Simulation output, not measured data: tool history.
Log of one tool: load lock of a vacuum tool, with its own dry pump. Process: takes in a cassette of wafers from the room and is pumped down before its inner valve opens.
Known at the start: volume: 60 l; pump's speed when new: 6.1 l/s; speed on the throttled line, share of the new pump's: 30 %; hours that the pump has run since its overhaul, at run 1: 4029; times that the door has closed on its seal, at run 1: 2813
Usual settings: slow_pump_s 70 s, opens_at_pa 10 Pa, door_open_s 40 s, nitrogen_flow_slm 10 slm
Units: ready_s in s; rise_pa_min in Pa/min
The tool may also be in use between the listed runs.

| run | day | slow_pump_s | opens_at_pa | door_open_s | nitrogen_flow_slm | hours that the pump has run since its overhaul | times that the door has closed on its seal | incoming humidity of the room's air, % | ready_s | rise_pa_min |
|---|---|---|---|---|---|---|---|---|---|---|
| 1 | 0 | 70 | 10 | 40 | 10 | 4029 | 2813 | 43.5 | 144.2 | 0.064 |
| 2 | 3.408 | 70 | 10 | 40 | 10 | 4110 | 2965 | 46.6 | 144.4 | 0.07 |
| 3 | 6.962 | 80 | 10 | 40 | 10 | 4196 | 3123 | 45.4 | 150.6 | 0.07 |
| 4 | 9.608 | 80 | 10 | 40 | 10 | 4259 | 3241 | 43 | 152.4 | 0.066 |
| 5 | 12.483 | 80 | 10 | 40 | 10 | 4328 | 3370 | 45.8 | 153.5 | 0.075 |
| 6 | 14.696 | 70 | 18 | 40 | 10 | 4381 | 3468 | 43.8 | 138.7 | 0.076 |
| 7 | 18.646 | 70 | 10 | 40 | 10 | 4476 | 3644 | 45.3 | 145.7 | 0.073 |
| 8 | 20.808 | 70 | 10 | 40 | 37 | 4528 | 3741 | 43.5 | 144 | 0.06 |
| 9 | 25.033 | 70 | 10 | 40 | 10 | 4629 | 3929 | 43.1 | 145.6 | 0.084 |
| 10 | 27.808 | 70 | 10 | 40 | 10 | 4696 | 4053 | 45.8 | 143.4 | 0.081 |
| 11 | 31.192 | 70 | 10 | 40 | 6 | 4777 | 4203 | 41.5 | 145.3 | 0.081 |
| 12 | 35.6 | 70 | 10 | 76 | 10 | 4883 | 4400 | 47.9 | 144.9 | 0.105 |
| 13 | 39.521 | 70 | 10 | 76 | 10 | 4977 | 4575 | 43 | 144.7 | 0.094 |
| 14 | 42.833 | 70 | 10 | 76 | 10 | 5056 | 4722 | 45.2 | 145 | 0.102 |
| 15 | 46.946 | 70 | 10 | 40 | 10 | 5155 | 4906 | 42 | 146.3 | 0.078 |
| 16 | 49.612 | 70 | 10 | 35 | 10 | 5219 | 5025 | 46 | 144.5 | 0.094 |
| 17 | 53.629 | 70 | 10 | 35 | 10 | 5316 | 5204 | 45.2 | 144.4 | 0.093 |
| 18 | 55.529 | 70 | 10 | 35 | 10 | 5361 | 5288 | 46 | 146.1 | 0.09 |
| 19 | 58.008 | 70 | 10 | 35 | 10 | 5421 | 5399 | 45.4 | 145.8 | 0.088 |
| 20 | 60.762 | 70 | 10 | 35 | 10 | 5487 | 5522 | 46.8 | 147.2 | 0.096 |
| 21 | 63.812 | 60 | 10 | 45 | 24 | 5560 | 5658 | 45.6 | 139.8 | 0.083 |
| 22 | 67.742 | 96 | 11 | 45 | 37 | 5654 | 5833 | 44.9 | 162.7 | 0.08 |
| 23 | 72.296 | 96 | 11 | 45 | 37 | 5764 | 6036 | 45.3 | 162.8 | 0.085 |
| 24 | 75.867 | 70 | 15 | 46 | 16 | 5849 | 6195 | 45 | 141.7 | 0.1 |
| 25 | 79.825 | 70 | 15 | 46 | 16 | 5944 | 6371 | 43.9 | 142 | 0.107 |
| 26 | 82.775 | 70 | 16 | 46 | 9 | 6015 | 6503 | 47.6 | 141.8 | 0.117 |
| 27 | 84.962 | 70 | 16 | 46 | 9 | 6068 | 6600 | 48.4 | 141.3 | 0.117 |
| 28 | 87.642 | 63 | 14 | 40 | 25 | 6132 | 6720 | 47.4 | 138.3 | 0.098 |
| 29 | 91.958 | 63 | 14 | 40 | 25 | 6236 | 6912 | 43.9 | 139.9 | 0.102 |

Run 30 comes next. What will it give?
| 30 | 96.412 | 63 | 14 | 40 | 25 | 6342 | 7111 | 44.5 | ? | ? |

{"run 30": {"ready_s": 138.2, "rise_pa_min": 0.098}}
Without the tool's hidden state the same run would have given ready_s 130.8 s, rise_pa_min 0.033 Pa/min.
